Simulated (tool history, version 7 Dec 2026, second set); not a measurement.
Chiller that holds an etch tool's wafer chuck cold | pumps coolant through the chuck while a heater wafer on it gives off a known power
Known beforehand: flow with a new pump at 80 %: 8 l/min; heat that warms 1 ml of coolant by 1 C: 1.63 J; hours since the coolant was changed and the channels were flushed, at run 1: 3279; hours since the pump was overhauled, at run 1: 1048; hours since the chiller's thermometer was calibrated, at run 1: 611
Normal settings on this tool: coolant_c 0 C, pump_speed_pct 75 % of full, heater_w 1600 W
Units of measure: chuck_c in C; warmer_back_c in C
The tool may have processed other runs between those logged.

run,hour,coolant_c,pump_speed_pct,heater_w,hours since the coolant was changed and the channels were flushed,hours since the pump was overhauled,hours since the chiller's thermometer was calibrated,chuck_c,warmer_back_c
1,0.0,0,75,1600,3279,1048,611,18.8,8.04
2,31.2,0,75,1600,3310,1079,643,18.8,8.09
3,73.8,0,75,1600,3353,1122,685,18.9,8.13
4,96.2,0,75,1600,3375,1144,708,18.8,8.15
5,139.1,0,75,1600,3418,1187,751,19.1,8.11
6,167.3,0,75,1600,3446,1215,779,18.9,8.18
7,186.5,0,75,1600,3465,1235,798,18.9,8.14
8,208.4,0,75,1600,3487,1257,820,19.1,8.13
9,228.9,0,75,1600,3508,1277,840,19.1,8.13
10,257.9,0,75,1600,3537,1306,869,19.1,8.24
11,302.9,0,75,1220,3582,1351,914,14.6,6.20
# hour 310.2: coolant pump overhauled
12,332.8,0,71,904,3607,23,939,11.4,5.00
13,372.5,-7,76,1008,3646,62,979,5.1,5.10
14,409.5,-6,76,1205,3683,99,1016,8.7,6.18
15,436.1,-6,76,1205,3710,126,1042,8.3,6.19
# hour 465.8: coolant pump overhauled, once more
16,468.0,0,86,905,3737,2,1069,9.5,3.82
17,489.8,0,86,905,3759,24,1091,9.7,3.81

Predict each of these 5 candidate next runs independently; none follows another, all start after run 17:
A,523.9,0,78,845,3793,58,1125,?,?
B,523.9,6,86,905,3793,58,1125,?,?
C,523.9,-9,64,905,3793,58,1125,?,?
D,523.9,0,78,1600,3793,58,1125,?,?
E,523.9,0,65,905,3793,58,1125,?,?

run,chuck_c,warmer_back_c
A,9.7,3.99
B,15.8,3.79
C,3.0,5.38
D,18.2,7.52
E,11.8,5.23
With the hidden condition removed and each run's random variation left untouched, the same runs would have given:
run,chuck_c,warmer_back_c
A,8.4,4.00
B,14.6,3.80
C,1.5,5.39
D,16.0,7.54
E,10.3,5.25
